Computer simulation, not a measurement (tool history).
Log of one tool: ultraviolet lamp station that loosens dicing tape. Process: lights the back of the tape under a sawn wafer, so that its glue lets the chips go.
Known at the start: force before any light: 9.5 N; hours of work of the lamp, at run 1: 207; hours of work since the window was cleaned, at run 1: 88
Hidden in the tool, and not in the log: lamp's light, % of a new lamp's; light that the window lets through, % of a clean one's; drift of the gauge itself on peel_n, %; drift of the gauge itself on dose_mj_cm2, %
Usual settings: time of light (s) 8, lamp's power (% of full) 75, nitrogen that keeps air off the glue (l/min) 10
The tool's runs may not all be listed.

run,hour,time of light (s),lamp's power (% of full),nitrogen that keeps air off the glue (l/min),hours of work of the lamp,hours of work since the window was cleaned,force that peels the tape off (N),light that reached the tape (mJ/cm2)
1,0,8,75,10,207,88,0.944,263
2,37.7,8,75,10,233,114,0.993,254
3,89.4,7,75,10,268,149,1.317,221
4,147.8,6,75,10,308,189,1.769,183
5,187.5,6,75,10,335,216,1.722,180
6,223,6,75,10,359,241,1.82,179
7,252,15,75,10,379,260,0.35,444
8,285.5,15,75,10,402,283,0.37,441
# hour 289.4: window cleaned of glue's vapour
9,310.5,8,75,5,419,14,1.903,215
10,351.4,8,75,5,447,42,1.959,218
11,382.6,5,75,5,468,64,3.44,134
12,430.1,5,77,5,500,96,3.387,135
13,474.3,5,77,3,530,126,4.229,129
# hour 529.5: window cleaned of glue's vapour, once more
14,529.5,8,75,6,568,0,1.496,242
15,569.2,8,72,14,595,27,0.998,228
16,616.5,8,62,10,627,59,1.643,195
17,644.7,8,62,10,646,79,1.604,190
18,694.8,5,62,18,680,113,2.53,113
19,733.3,12,64,6,707,139,1.101,288
20,780.2,5,95,7,738,171,2.155,171
21,819.1,7,93,6,765,197,1.557,238
22,866.7,15,89,7,797,230,0.396,473
23,908.8,8,64,10,826,259,1.868,178
24,966.5,6,64,16,865,298,2.385,131
# hour 976.8: window cleaned of glue's vapour
25,992.1,6,64,16,883,10,2.198,145
26,1043.9,8,83,3,918,46,2.113,245
27,1093.8,8,83,3,952,80,2.177,240
28,1121.5,6,62,12,971,99,2.506,131

Measured less the same run without the tool's hidden state. The same run-to-run variation is in both; the gauge's scatter may not be:
run,force that peels the tape off (N),light that reached the tape (mJ/cm2)
1,+0.137,-22
2,+0.166,-26
3,+0.246,-27
4,+0.359,-27
5,+0.382,-30
6,+0.433,-32
7,+0.065,-87
8,+0.073,-93
9,+0.644,-62
10,+0.694,-66
11,+0.92,-44
12,+0.97,-47
13,+1.101,-49
14,+0.352,-40
15,+0.276,-42
16,+0.449,-40
17,+0.458,-41
18,+0.64,-28
19,+0.393,-75
20,+0.673,-48
21,+0.584,-71
22,+0.107,-155
23,+0.747,-62
24,+0.918,-50
25,+0.672,-38
26,+0.69,-71
27,+0.749,-74
28,+0.828,-43
